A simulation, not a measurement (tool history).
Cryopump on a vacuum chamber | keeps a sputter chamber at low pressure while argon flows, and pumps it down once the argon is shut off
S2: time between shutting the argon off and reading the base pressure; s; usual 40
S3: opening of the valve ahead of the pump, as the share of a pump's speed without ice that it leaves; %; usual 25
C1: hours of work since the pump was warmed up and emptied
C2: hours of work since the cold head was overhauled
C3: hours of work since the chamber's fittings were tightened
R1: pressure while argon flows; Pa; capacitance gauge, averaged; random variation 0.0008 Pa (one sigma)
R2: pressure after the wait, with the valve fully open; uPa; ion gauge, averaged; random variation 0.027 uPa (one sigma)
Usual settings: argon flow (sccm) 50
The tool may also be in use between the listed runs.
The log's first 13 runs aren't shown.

Run 14, day 11.742: usual settings; C1 656; C2 656; C3 1782. Result: R1 0.1642 Pa, R2 2.02 uPa.
Run 15, day 12.908: usual settings; C1 670; C2 670; C3 1796. Result: R1 0.1656 Pa, R2 2 uPa.
Run 16, day 14.25: usual settings; C1 686; C2 686; C3 1812. Result: R1 0.1669 Pa, R2 2 uPa.
Run 17, day 15.546: usual settings; C1 702; C2 702; C3 1828. Result: R1 0.1662 Pa, R2 2.02 uPa.
Run 18, day 16.379: usual settings but argon flow (sccm) 61, S2 233 s, S3 36 %; C1 712; C2 712; C3 1838. Result: R1 0.1434 Pa, R2 1.14 uPa.
Run 19, day 17.704: usual settings but argon flow (sccm) 61, S2 233 s, S3 36 %; C1 728; C2 728; C3 1854. Result: R1 0.1449 Pa, R2 1.18 uPa.
Run 20, day 19.017: usual settings but argon flow (sccm) 61, S2 233 s, S3 36 %; C1 744; C2 744; C3 1870. Result: R1 0.144 Pa, R2 1.13 uPa.
Run 21, day 20.067: usual settings but argon flow (sccm) 31; C1 756; C2 756; C3 1883. Result: R1 0.1026 Pa, R2 2.14 uPa.
Run 22, day 21.067: usual settings but argon flow (sccm) 31, S3 20 %; C1 768; C2 768; C3 1895. Result: R1 0.1267 Pa, R2 2.11 uPa.
Run 23, day 22.125: usual settings but argon flow (sccm) 95, S2 171 s, S3 36 %; C1 781; C2 781; C3 1907. Result: R1 0.228 Pa, R2 1.24 uPa.
Run 24, day 22.75: usual settings but S2 164 s, S3 41 %; C1 789; C2 789; C3 1915. Result: R1 0.1062 Pa, R2 1.31 uPa.
Run 25, day 23.458: usual settings but S2 164 s, S3 41 %; C1 797; C2 797; C3 1924. Result: R1 0.1069 Pa, R2 1.3 uPa.
Run 26, day 24.058: usual settings but argon flow (sccm) 69, S2 164 s, S3 45 %; C1 804; C2 804; C3 1931. Result: R1 0.1352 Pa, R2 1.32 uPa.
Run 27, day 25.029: usual settings but argon flow (sccm) 69, S2 164 s, S3 45 %; C1 816; C2 816; C3 1943. Result: R1 0.1356 Pa, R2 1.34 uPa.
Run 28, day 26.092: usual settings but argon flow (sccm) 69, S2 164 s, S3 45 %; C1 829; C2 829; C3 1955. Result: R1 0.1354 Pa, R2 1.39 uPa.
Run 29, day 26.862: usual settings but argon flow (sccm) 69, S2 164 s, S3 45 %; C1 838; C2 838; C3 1965. Result: R1 0.1355 Pa, R2 1.39 uPa.

The next listed run, before its measurement:
Run 30, day 28.175: usual settings but argon flow (sccm) 51, S2 209 s, S3 17 %; C1 854; C2 854; C3 1981. Result: R1 ?, R2 ?.

Run 30 gave R1 0.2484 Pa, R2 1.25 uPa.
Without the tool's hidden state the same run would have given R1 0.2367 Pa, R2 0.31 uPa.
